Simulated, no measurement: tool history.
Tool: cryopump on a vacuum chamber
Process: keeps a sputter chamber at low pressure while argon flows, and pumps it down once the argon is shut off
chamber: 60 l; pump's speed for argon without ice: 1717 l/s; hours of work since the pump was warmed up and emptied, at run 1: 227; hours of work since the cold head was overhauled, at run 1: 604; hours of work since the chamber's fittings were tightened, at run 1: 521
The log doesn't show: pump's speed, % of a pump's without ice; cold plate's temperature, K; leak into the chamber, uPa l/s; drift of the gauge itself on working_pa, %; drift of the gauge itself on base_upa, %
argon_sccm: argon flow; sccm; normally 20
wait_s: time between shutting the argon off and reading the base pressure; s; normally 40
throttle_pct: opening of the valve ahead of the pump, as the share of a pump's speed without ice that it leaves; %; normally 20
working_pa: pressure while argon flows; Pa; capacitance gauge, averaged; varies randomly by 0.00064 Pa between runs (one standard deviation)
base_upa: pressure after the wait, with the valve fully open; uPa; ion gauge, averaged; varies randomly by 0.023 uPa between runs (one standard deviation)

run     day  argon_sccm  wait_s  throttle_pct  hours of work since the pump was warmed up and emptied  hours of work since the cold head was overhauled  hours of work since the chamber's fittings were tightened  working_pa  base_upa
  1   0.000          20      40            20                                                     227                                               604                                                        521      0.1033      1.13
  2   3.054          20      40            20                                                     276                                               653                                                        570      0.1045      1.26
  3   5.546          20      40            20                                                     315                                               693                                                        609      0.1059      1.28
      6.838  -- pump warmed up, emptied and cooled again
  4   7.808          23      40            20                                                      15                                               725                                                        642      0.1144      1.10
  5   9.529          28      40            20                                                      43                                               752                                                        669      0.1396      1.14
  6  10.842          28      40            20                                                      64                                               773                                                        690      0.1405      1.17
  7  13.308          28      40            20                                                     103                                               812                                                        729      0.1405      1.19
  8  16.150          28      40            46                                                     148                                               858                                                        774      0.0644      1.27
  9  17.821          28      40            46                                                     174                                               884                                                        801      0.0649      1.33
 10  19.625          28      40            46                                                     203                                               913                                                        830      0.0651      1.34
 11  21.708          28      40            46                                                     236                                               946                                                        863      0.0662      1.40
 12  24.896          20      40            20                                                     287                                               996                                                        913      0.1056      1.45
 13  27.008          20      40            41                                                     320                                              1030                                                        947      0.0557      1.51
     28.038  -- pump warmed up, emptied and cooled again
 14  29.071          20     135            20                                                      16                                              1059                                                        976      0.0989      0.87
 15  30.950          20     135            20                                                      46                                              1089                                                       1006      0.0996      0.90
 16  34.112          20     135            20                                                      96                                              1139                                                       1056      0.1004      1.00
 17  35.500          20     121            20                                                     119                                              1162                                                       1078      0.1019      1.01
 18  37.104          20     121            20                                                     144                                              1187                                                       1104      0.1008      1.11
 19  38.438           9     238            27                                                     165                                              1208                                                       1125      0.0342      1.06
 20  40.175          19      20            19                                                     193                                              1236                                                       1153      0.1022      2.15
 21  43.096          11      40            19                                                     239                                              1282                                                       1199      0.0603      1.59
 22  45.221          14      40            43                                                     273                                              1316                                                       1233      0.0361      1.69
 23  47.288          33      42            16                                                     306                                              1349                                                       1266      0.2155      1.70
     49.254  -- pump warmed up, emptied and cooled again
 24  50.438           9      42            16                                                      19                                              1395                                                       1312      0.0560      1.43
 25  53.667          28      39            53                                                      70                                              1447                                                       1364      0.0547      1.56
 26  56.488          18     146            15                                                     115                                              1491                                                       1408      0.1206      1.22
 27  58.825          34     163            15                                                     152                                              1529                                                       1445      0.2290      1.27
 28  60.292          34     163            15                                                     175                                              1552                                                       1469      0.2300      1.26
 29  61.742          23      40            29                                                     198                                              1575                                                       1492      0.0817      1.79
 30  64.254          10     199            20                                                     238                                              1615                                                       1532      0.0525      1.35
 31  66.533          11      68            57                                                     274                                              1651                                                       1568      0.0223      1.62
 32  69.629          11      68            57                                                     324                                              1700                                                       1617      0.0233      1.85
     70.475  -- pump warmed up, emptied and cooled again
 33  72.954          11      68            57                                                      39                                              1750                                                       1667      0.0197      1.47
 34  75.638          35      68            57                                                      82                                              1792                                                       1709      0.0637      1.58
 35  78.808          20      63            23                                                     132                                              1843                                                       1760      0.0870      1.60

Predict each of these 3 candidate next runs independently; none follows another, all start after run 35:
  A  81.775          34      31            38                                                     179                                              1890                                                       1807           ?         ?
  B  81.775          11      40            59                                                     179                                              1890                                                       1807           ?         ?
  C  81.775          20      40            25                                                     179                                              1890                                                       1807           ?         ?

run  working_pa  base_upa
  A      0.0948      2.06
  B      0.0211      1.92
  C      0.0817      1.86
With the hidden condition removed and each run's random variation left untouched, the same runs would have given:
run  working_pa  base_upa
  A      0.0886      0.89
  B      0.0191      0.75
  C      0.0780      0.73
